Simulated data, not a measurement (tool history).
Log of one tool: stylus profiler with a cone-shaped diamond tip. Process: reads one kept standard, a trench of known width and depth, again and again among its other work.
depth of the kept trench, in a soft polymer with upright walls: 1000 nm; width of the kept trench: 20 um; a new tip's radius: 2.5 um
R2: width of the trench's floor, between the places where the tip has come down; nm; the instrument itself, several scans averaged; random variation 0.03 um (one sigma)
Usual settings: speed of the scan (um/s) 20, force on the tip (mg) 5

Run 1, hour 0: usual settings. Result: depth of the trench (Å) 10179.8, R2 15850 nm.
Run 2, hour 26.3: usual settings but force on the tip (mg) 9.45. Result: depth of the trench (Å) 10280.5, R2 15910 nm.
Run 3, hour 52.6: usual settings but force on the tip (mg) 9.45. Result: depth of the trench (Å) 10270.7, R2 15950 nm.
Run 4, hour 79.9: usual settings but force on the tip (mg) 9.45. Result: depth of the trench (Å) 10272.8, R2 15970 nm.
Run 5, hour 101: usual settings but force on the tip (mg) 9.45. Result: depth of the trench (Å) 10275.9, R2 15990 nm.
Run 6, hour 115.2: usual settings but speed of the scan (um/s) 40. Result: depth of the trench (Å) 10182.2, R2 15780 nm.
Run 7, hour 133.7: usual settings. Result: depth of the trench (Å) 10180.2, R2 15930 nm.
Run 8, hour 158.8: usual settings. Result: depth of the trench (Å) 10183.1, R2 15880 nm.
Run 9, hour 174.6: usual settings. Result: depth of the trench (Å) 10179.4, R2 15960 nm.
Run 10, hour 190.3: usual settings but speed of the scan (um/s) 17. Result: depth of the trench (Å) 10178.2, R2 15880 nm.
Run 11, hour 204.8: usual settings but speed of the scan (um/s) 17, force on the tip (mg) 6.05. Result: depth of the trench (Å) 10201.8, R2 15970 nm.
Run 12, hour 222.2: usual settings but speed of the scan (um/s) 17, force on the tip (mg) 6.05. Result: depth of the trench (Å) 10203.8, R2 15850 nm.
Run 13, hour 240.6: usual settings but speed of the scan (um/s) 6, force on the tip (mg) 6.05. Result: depth of the trench (Å) 10204.2, R2 15930 nm.
Run 14, hour 267.3: usual settings but speed of the scan (um/s) 31. Result: depth of the trench (Å) 10181.5, R2 15870 nm.
Run 15, hour 281: usual settings but force on the tip (mg) 14.44. Result: depth of the trench (Å) 10365.8, R2 15930 nm.
Run 16, hour 294: usual settings but force on the tip (mg) 14.44. Result: depth of the trench (Å) 10363.6, R2 15890 nm.
Run 17, hour 306.1: usual settings but speed of the scan (um/s) 7, force on the tip (mg) 14.44. Result: depth of the trench (Å) 10363.9, R2 16030 nm.
Run 18, hour 322.3: usual settings but speed of the scan (um/s) 7, force on the tip (mg) 14.44. Result: depth of the trench (Å) 10367.9, R2 15930 nm.
Run 19, hour 340.1: usual settings but speed of the scan (um/s) 7, force on the tip (mg) 14.44. Result: depth of the trench (Å) 10369.4, R2 15980 nm.
Run 20, hour 366.8: usual settings but speed of the scan (um/s) 7, force on the tip (mg) 14.44. Result: depth of the trench (Å) 10363.8, R2 15960 nm.
Run 21, hour 381.1: usual settings but speed of the scan (um/s) 7, force on the tip (mg) 14.44. Result: depth of the trench (Å) 10363.7, R2 15950 nm.
Run 22, hour 405.6: usual settings but speed of the scan (um/s) 7, force on the tip (mg) 14.44. Result: depth of the trench (Å) 10364.8, R2 16000 nm.
Run 23, hour 420.2: usual settings but speed of the scan (um/s) 7. Result: depth of the trench (Å) 10179.5, R2 15920 nm.
Run 24, hour 437: usual settings but speed of the scan (um/s) 10, force on the tip (mg) 4.21. Result: depth of the trench (Å) 10162.1, R2 15930 nm.
Run 25, hour 461.7: usual settings but speed of the scan (um/s) 10, force on the tip (mg) 4.21. Result: depth of the trench (Å) 10159.1, R2 15930 nm.
Run 26, hour 474.5: usual settings but speed of the scan (um/s) 8, force on the tip (mg) 1.76. Result: depth of the trench (Å) 10088, R2 15940 nm.
Run 27, hour 485.9: usual settings but speed of the scan (um/s) 8, force on the tip (mg) 2.14. Result: depth of the trench (Å) 10105.7, R2 15940 nm.
Run 28, hour 505.8: usual settings but speed of the scan (um/s) 8, force on the tip (mg) 2.14. Result: depth of the trench (Å) 10099.1, R2 15910 nm.
Run 29, hour 527: usual settings but speed of the scan (um/s) 70, force on the tip (mg) 13.24. Result: depth of the trench (Å) 10349, R2 15770 nm.
Run 30, hour 553.5: usual settings but speed of the scan (um/s) 44, force on the tip (mg) 3.76. Result: depth of the trench (Å) 10150.1, R2 15750 nm.
Run 31, hour 580.3: usual settings but speed of the scan (um/s) 7, force on the tip (mg) 1.71. Result: depth of the trench (Å) 10085.3, R2 15930 nm.
Run 32, hour 593.3: usual settings but speed of the scan (um/s) 35, force on the tip (mg) 2.85. Result: depth of the trench (Å) 10121.3, R2 15750 nm.
Run 33, hour 620.8: usual settings but speed of the scan (um/s) 53, force on the tip (mg) 5.41. Result: depth of the trench (Å) 10191, R2 15750 nm.
Run 34, hour 641.5: usual settings but speed of the scan (um/s) 53, force on the tip (mg) 5.41. Result: depth of the trench (Å) 10189.2, R2 15710 nm.
Run 35, hour 652.8: usual settings but speed of the scan (um/s) 18, force on the tip (mg) 1.91. Result: depth of the trench (Å) 10092.4, R2 15870 nm.
Run 36, hour 669.4: usual settings but speed of the scan (um/s) 18, force on the tip (mg) 1.91. Result: depth of the trench (Å) 10095.4, R2 15880 nm.
Run 37, hour 681.2: usual settings but speed of the scan (um/s) 14, force on the tip (mg) 10.27. Result: depth of the trench (Å) 10292.5, R2 15980 nm.
Run 38, hour 705: usual settings but speed of the scan (um/s) 14, force on the tip (mg) 10.27. Result: depth of the trench (Å) 10294.2, R2 15920 nm.
Run 39, hour 721.3: usual settings but speed of the scan (um/s) 76, force on the tip (mg) 5.74. Result: depth of the trench (Å) 10195.2, R2 15650 nm.
Run 40, hour 736.4: usual settings but speed of the scan (um/s) 76, force on the tip (mg) 5.74. Result: depth of the trench (Å) 10196.1, R2 15660 nm.
Run 41, hour 762.8: usual settings but speed of the scan (um/s) 45, force on the tip (mg) 8.27. Result: depth of the trench (Å) 10248.5, R2 15840 nm.
Run 42, hour 789.1: usual settings but speed of the scan (um/s) 45, force on the tip (mg) 8.27. Result: depth of the trench (Å) 10254.4, R2 15840 nm.
Run 43, hour 807.4: usual settings but speed of the scan (um/s) 66, force on the tip (mg) 4.04. Result: depth of the trench (Å) 10159.3, R2 15650 nm.
Run 44, hour 828.3: usual settings but speed of the scan (um/s) 6. Result: depth of the trench (Å) 10179.4, R2 15920 nm.
Run 45, hour 841.1: usual settings but speed of the scan (um/s) 6. Result: depth of the trench (Å) 10178.5, R2 15970 nm.
Run 46, hour 854.2: usual settings but speed of the scan (um/s) 14, force on the tip (mg) 6.07. Result: depth of the trench (Å) 10204.1, R2 15920 nm.

Forecast each of these 4 alternatives for the next run:
Run A, hour 868.2: usual settings but speed of the scan (um/s) 14, force on the tip (mg) 4.23. Result: depth of the trench (Å) ?, R2 ?.
Run B, hour 868.2: usual settings but speed of the scan (um/s) 19, force on the tip (mg) 8.82. Result: depth of the trench (Å) ?, R2 ?.
Run C, hour 868.2: usual settings but speed of the scan (um/s) 58, force on the tip (mg) 7.8. Result: depth of the trench (Å) ?, R2 ?.
Run D, hour 868.2: usual settings but speed of the scan (um/s) 17, force on the tip (mg) 2.02. Result: depth of the trench (Å) ?, R2 ?.

run  depth of the trench (Å)     R2
  A                  10162.7  15930
  B                  10259.4  15910
  C                  10241.2  15790
  D                  10095.2  15890
Without the tool's hidden state the same runs would have given:
run  depth of the trench (Å)     R2
  A                  10162.9  15940
  B                  10259.6  15910
  C                  10241.4  15800
  D                  10095.4  15890
